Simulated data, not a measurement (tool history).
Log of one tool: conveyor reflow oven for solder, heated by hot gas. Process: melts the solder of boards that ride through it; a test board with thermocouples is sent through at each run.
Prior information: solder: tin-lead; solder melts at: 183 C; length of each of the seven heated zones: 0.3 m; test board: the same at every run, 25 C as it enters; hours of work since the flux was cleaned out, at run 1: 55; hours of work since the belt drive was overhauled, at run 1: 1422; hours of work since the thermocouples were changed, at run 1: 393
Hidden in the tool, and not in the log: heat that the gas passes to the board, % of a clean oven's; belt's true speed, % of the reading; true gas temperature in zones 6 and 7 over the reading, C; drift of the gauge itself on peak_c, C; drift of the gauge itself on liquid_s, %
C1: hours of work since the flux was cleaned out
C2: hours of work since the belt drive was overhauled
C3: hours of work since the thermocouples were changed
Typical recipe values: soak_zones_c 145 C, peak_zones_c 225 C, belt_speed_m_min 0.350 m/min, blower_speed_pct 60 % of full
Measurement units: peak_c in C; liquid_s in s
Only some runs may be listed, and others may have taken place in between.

{"run": 1, "hour": 0.0, "soak_zones_c": 145, "peak_zones_c": 225, "belt_speed_m_min": 0.35, "blower_speed_pct": 60, "C1": 55, "C2": 1422, "C3": 393, "peak_c": 209.8, "liquid_s": 71.9}
{"hour": 18.8, "done": "belt drive overhauled, speed set with a stopwatch"}
{"run": 2, "hour": 83.1, "soak_zones_c": 131, "peak_zones_c": 225, "belt_speed_m_min": 0.35, "blower_speed_pct": 60, "C1": 108, "C2": 44, "C3": 447, "peak_c": 207.2, "liquid_s": 61.2}
{"run": 3, "hour": 132.8, "soak_zones_c": 144, "peak_zones_c": 225, "belt_speed_m_min": 0.35, "blower_speed_pct": 60, "C1": 142, "C2": 78, "C3": 481, "peak_c": 209.7, "liquid_s": 71.1}
{"run": 4, "hour": 166.5, "soak_zones_c": 145, "peak_zones_c": 225, "belt_speed_m_min": 0.35, "blower_speed_pct": 77, "C1": 165, "C2": 101, "C3": 504, "peak_c": 213.6, "liquid_s": 78.3}
{"run": 5, "hour": 221.0, "soak_zones_c": 145, "peak_zones_c": 225, "belt_speed_m_min": 0.35, "blower_speed_pct": 77, "C1": 202, "C2": 138, "C3": 541, "peak_c": 213.7, "liquid_s": 77.7}
{"run": 6, "hour": 284.3, "soak_zones_c": 145, "peak_zones_c": 225, "belt_speed_m_min": 0.35, "blower_speed_pct": 77, "C1": 245, "C2": 181, "C3": 584, "peak_c": 213.7, "liquid_s": 77.9}
{"run": 7, "hour": 345.4, "soak_zones_c": 145, "peak_zones_c": 225, "belt_speed_m_min": 0.35, "blower_speed_pct": 77, "C1": 287, "C2": 222, "C3": 626, "peak_c": 213.8, "liquid_s": 78.4}
{"run": 8, "hour": 388.9, "soak_zones_c": 145, "peak_zones_c": 225, "belt_speed_m_min": 0.359, "blower_speed_pct": 77, "C1": 317, "C2": 252, "C3": 655, "peak_c": 213.1, "liquid_s": 75.1}
{"run": 9, "hour": 457.7, "soak_zones_c": 145, "peak_zones_c": 225, "belt_speed_m_min": 0.359, "blower_speed_pct": 77, "C1": 363, "C2": 299, "C3": 702, "peak_c": 212.9, "liquid_s": 74.8}
{"run": 10, "hour": 511.9, "soak_zones_c": 145, "peak_zones_c": 225, "belt_speed_m_min": 0.359, "blower_speed_pct": 77, "C1": 400, "C2": 336, "C3": 739, "peak_c": 213.0, "liquid_s": 75.9}
{"hour": 581.9, "done": "flux residue cleaned out of gas plates and filters"}
{"run": 11, "hour": 590.6, "soak_zones_c": 145, "peak_zones_c": 225, "belt_speed_m_min": 0.359, "blower_speed_pct": 77, "C1": 6, "C2": 386, "C3": 789, "peak_c": 213.1, "liquid_s": 75.0}
{"run": 12, "hour": 667.0, "soak_zones_c": 142, "peak_zones_c": 225, "belt_speed_m_min": 0.42, "blower_speed_pct": 60, "C1": 58, "C2": 438, "C3": 841, "peak_c": 203.3, "liquid_s": 47.9}
{"run": 13, "hour": 709.1, "soak_zones_c": 145, "peak_zones_c": 225, "belt_speed_m_min": 0.396, "blower_speed_pct": 72, "C1": 87, "C2": 466, "C3": 870, "peak_c": 209.1, "liquid_s": 63.0}
{"run": 14, "hour": 759.9, "soak_zones_c": 145, "peak_zones_c": 225, "belt_speed_m_min": 0.396, "blower_speed_pct": 72, "C1": 121, "C2": 501, "C3": 904, "peak_c": 209.3, "liquid_s": 63.4}
{"run": 15, "hour": 820.0, "soak_zones_c": 158, "peak_zones_c": 217, "belt_speed_m_min": 0.352, "blower_speed_pct": 61, "C1": 162, "C2": 542, "C3": 945, "peak_c": 205.4, "liquid_s": 75.2}
{"run": 16, "hour": 877.2, "soak_zones_c": 138, "peak_zones_c": 231, "belt_speed_m_min": 0.318, "blower_speed_pct": 61, "C1": 201, "C2": 581, "C3": 984, "peak_c": 216.8, "liquid_s": 85.6}
{"run": 17, "hour": 939.9, "soak_zones_c": 138, "peak_zones_c": 239, "belt_speed_m_min": 0.299, "blower_speed_pct": 61, "C1": 244, "C2": 623, "C3": 1027, "peak_c": 226.1, "liquid_s": 100.8}
{"run": 18, "hour": 988.6, "soak_zones_c": 152, "peak_zones_c": 239, "belt_speed_m_min": 0.299, "blower_speed_pct": 74, "C1": 277, "C2": 656, "C3": 1060, "peak_c": 230.5, "liquid_s": 112.0}

Forecast each of these 4 alternatives for the next run:
{"run": "A", "hour": 1061.2, "soak_zones_c": 145, "peak_zones_c": 214, "belt_speed_m_min": 0.344, "blower_speed_pct": 60, "C1": 326, "C2": 706, "C3": 1109, "peak_c": "?", "liquid_s": "?"}
{"run": "B", "hour": 1061.2, "soak_zones_c": 145, "peak_zones_c": 218, "belt_speed_m_min": 0.299, "blower_speed_pct": 78, "C1": 326, "C2": 706, "C3": 1109, "peak_c": "?", "liquid_s": "?"}
{"run": "C", "hour": 1061.2, "soak_zones_c": 145, "peak_zones_c": 225, "belt_speed_m_min": 0.399, "blower_speed_pct": 60, "C1": 326, "C2": 706, "C3": 1109, "peak_c": "?", "liquid_s": "?"}
{"run": "D", "hour": 1061.2, "soak_zones_c": 154, "peak_zones_c": 239, "belt_speed_m_min": 0.28, "blower_speed_pct": 74, "C1": 326, "C2": 706, "C3": 1109, "peak_c": "?", "liquid_s": "?"}

run=A peak_c=200.9 liquid_s=59.9
run=B peak_c=210.7 liquid_s=90.7
run=C peak_c=205.8 liquid_s=56.7
run=D peak_c=231.9 liquid_s=122.6
Stripped of hidden state, with their random variation kept, the same runs would have yielded:
run=A peak_c=200.8 liquid_s=59.8
run=B peak_c=210.7 liquid_s=90.6
run=C peak_c=205.8 liquid_s=56.6
run=D peak_c=231.8 liquid_s=122.4
